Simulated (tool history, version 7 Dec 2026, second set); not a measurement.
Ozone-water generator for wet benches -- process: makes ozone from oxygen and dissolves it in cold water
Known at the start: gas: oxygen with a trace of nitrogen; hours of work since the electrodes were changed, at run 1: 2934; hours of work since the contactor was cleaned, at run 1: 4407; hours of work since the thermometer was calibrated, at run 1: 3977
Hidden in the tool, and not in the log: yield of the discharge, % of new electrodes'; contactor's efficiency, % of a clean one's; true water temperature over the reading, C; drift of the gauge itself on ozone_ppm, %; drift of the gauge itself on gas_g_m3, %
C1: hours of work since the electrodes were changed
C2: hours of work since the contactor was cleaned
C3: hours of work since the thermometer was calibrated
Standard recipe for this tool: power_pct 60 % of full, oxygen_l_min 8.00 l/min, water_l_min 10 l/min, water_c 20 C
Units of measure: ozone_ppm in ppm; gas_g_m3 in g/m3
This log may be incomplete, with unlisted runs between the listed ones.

Run 1, hour 0.0: usual settings; C1 2934; C2 4407; C3 3977. Result: ozone_ppm 29.2 ppm, gas_g_m3 210.8 g/m3.
Run 2, hour 72.9: usual settings but power_pct 40 % of full; C1 2996; C2 4469; C3 4039. Result: ozone_ppm 21.8 ppm, gas_g_m3 159.5 g/m3.
Run 3, hour 166.5: usual settings; C1 3076; C2 4549; C3 4119. Result: ozone_ppm 29.0 ppm, gas_g_m3 211.0 g/m3.
Run 4, hour 225.9: usual settings; C1 3127; C2 4600; C3 4169. Result: ozone_ppm 28.7 ppm, gas_g_m3 210.9 g/m3.
Run 5, hour 315.0: usual settings but power_pct 45 % of full; C1 3203; C2 4676; C3 4245. Result: ozone_ppm 23.7 ppm, gas_g_m3 172.0 g/m3.
Run 6, hour 391.1: usual settings but oxygen_l_min 7.67 l/min; C1 3267; C2 4740; C3 4310. Result: ozone_ppm 28.7 ppm, gas_g_m3 214.5 g/m3.
Run 7, hour 462.5: usual settings but oxygen_l_min 7.67 l/min, water_l_min 13 l/min, water_c 13 C; C1 3328; C2 4801; C3 4371. Result: ozone_ppm 28.2 ppm, gas_g_m3 213.1 g/m3.
Run 8, hour 530.3: usual settings but oxygen_l_min 7.67 l/min, water_l_min 13 l/min, water_c 13 C; C1 3386; C2 4859; C3 4429. Result: ozone_ppm 28.6 ppm, gas_g_m3 214.0 g/m3.
Run 9, hour 617.1: usual settings but oxygen_l_min 7.67 l/min, water_l_min 13 l/min, water_c 13 C; C1 3460; C2 4933; C3 4502. Result: ozone_ppm 28.1 ppm, gas_g_m3 215.5 g/m3.
Run 10, hour 660.5: usual settings but power_pct 70 % of full, oxygen_l_min 9.03 l/min, water_l_min 13 l/min, water_c 18 C; C1 3497; C2 4970; C3 4539. Result: ozone_ppm 28.1 ppm, gas_g_m3 228.4 g/m3.
Run 11, hour 740.2: usual settings but power_pct 93 % of full, oxygen_l_min 4.08 l/min, water_l_min 8 l/min; C1 3564; C2 5038; C3 4607. Result: ozone_ppm 43.9 ppm, gas_g_m3 352.9 g/m3.
Run 12, hour 810.0: usual settings but power_pct 93 % of full, oxygen_l_min 4.08 l/min, water_l_min 8 l/min; C1 3624; C2 5097; C3 4667. Result: ozone_ppm 44.9 ppm, gas_g_m3 355.1 g/m3.

4 ways to go on from here, each from the tool as it stands after run 12. What would each give?
Run A, hour 885.3: usual settings but power_pct 93 % of full, oxygen_l_min 8.65 l/min, water_l_min 8 l/min, water_c 24 C; C1 3688; C2 5161; C3 4731. Result: ozone_ppm ?, gas_g_m3 ?.
Run B, hour 885.3: usual settings but power_pct 93 % of full, oxygen_l_min 4.08 l/min, water_c 13 C; C1 3688; C2 5161; C3 4731. Result: ozone_ppm ?, gas_g_m3 ?.
Run C, hour 885.3: usual settings but power_pct 62 % of full, oxygen_l_min 5.00 l/min, water_c 15 C; C1 3688; C2 5161; C3 4731. Result: ozone_ppm ?, gas_g_m3 ?.
Run D, hour 885.3: usual settings but power_pct 61 % of full, water_l_min 15 l/min; C1 3688; C2 5161; C3 4731. Result: ozone_ppm ?, gas_g_m3 ?.

run  ozone_ppm  gas_g_m3
  A       38.6     275.3
  B       43.0     354.0
  C       32.0     250.9
  D       22.6     215.8
Without the tool's hidden state the same runs would have given:
run  ozone_ppm  gas_g_m3
  A       38.7     275.6
  B       43.1     354.4
  C       32.0     251.1
  D       22.6     216.0
